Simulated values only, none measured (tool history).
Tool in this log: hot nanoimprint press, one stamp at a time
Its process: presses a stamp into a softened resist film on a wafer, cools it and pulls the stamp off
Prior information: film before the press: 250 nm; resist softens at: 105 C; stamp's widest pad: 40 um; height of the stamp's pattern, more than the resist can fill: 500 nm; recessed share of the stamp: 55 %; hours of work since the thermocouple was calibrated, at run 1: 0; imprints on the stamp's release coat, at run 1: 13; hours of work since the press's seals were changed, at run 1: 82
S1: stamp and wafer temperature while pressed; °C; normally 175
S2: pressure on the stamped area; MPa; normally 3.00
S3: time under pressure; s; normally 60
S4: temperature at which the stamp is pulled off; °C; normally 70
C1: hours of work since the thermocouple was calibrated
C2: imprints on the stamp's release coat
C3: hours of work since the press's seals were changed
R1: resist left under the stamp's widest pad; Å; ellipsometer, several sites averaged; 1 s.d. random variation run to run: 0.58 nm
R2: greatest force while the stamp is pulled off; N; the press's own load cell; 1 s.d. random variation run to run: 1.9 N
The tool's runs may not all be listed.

run    hour   S1    S2   S3  S4   C1    C2   C3    R1   R2
  1     0.0  175  3.00   60  70    0    13   82  1044  126
  2    60.3  175  3.00   60  70   40   140  122  1050  130
  3   144.4  175  3.00   60  70   97   316  178  1044  128
  4   196.3  175  3.00   60  70  132   425  213  1036  128
  5   244.0  175  3.00   60  70  163   525  245  1031  129
  6   290.7  175  3.00   60  70  195   623  276  1042  125
  7   331.0  175  3.00   60  70  222   707  303  1028  125
  8   408.3  175  3.00   60  70  274   869  355  1035  130
  9   462.5  175  3.00   60  73  310   983  392  1028  115
      473.5  -- plate thermocouple calibrated
 10   522.4  175  3.00   60  61   33  1102  430  1043  163
      561.0  -- stamp cleaned and given a new release coat
 11   605.4  175  3.00   60  61   84    93  481  1035  157
 12   666.2  175  3.00   60  70  125   220  522  1020  129
 13   706.7  175  3.00   47  70  152   305  549  1133  127
 14   764.8  175  3.00   47  70  191   427  588  1140  128
      840.1  -- press's hydraulic seals changed and the load cell set to zero
 15   840.1  175  3.00   47  70  236   568    0  1137  127
 16   909.6  167  3.26   60  65  283   714   47  1509  145
      953.6  -- plate thermocouple calibrated
 17   986.8  175  3.99   60  63   22   869   96   915  154
 18  1072.6  164  3.99   33  76   80  1049  154  1870  107
     1132.3  -- stamp cleaned and given a new release coat
 19  1138.3  171  2.43   41  72  120    12  194  1564  121
 20  1208.5  185  3.61  113  62  167   159  241   401  157
 21  1246.4  175  3.48   60  70  192   239  266   961  129

What does the tool deliver on the next run?
 22  1316.9  181  2.50  60  70  239  387  313   ?   ?

R1: 801 Å
R2: 128 N
Minus the tool's unlogged condition, the same run would have read R1 816 Å, R2 128 N.

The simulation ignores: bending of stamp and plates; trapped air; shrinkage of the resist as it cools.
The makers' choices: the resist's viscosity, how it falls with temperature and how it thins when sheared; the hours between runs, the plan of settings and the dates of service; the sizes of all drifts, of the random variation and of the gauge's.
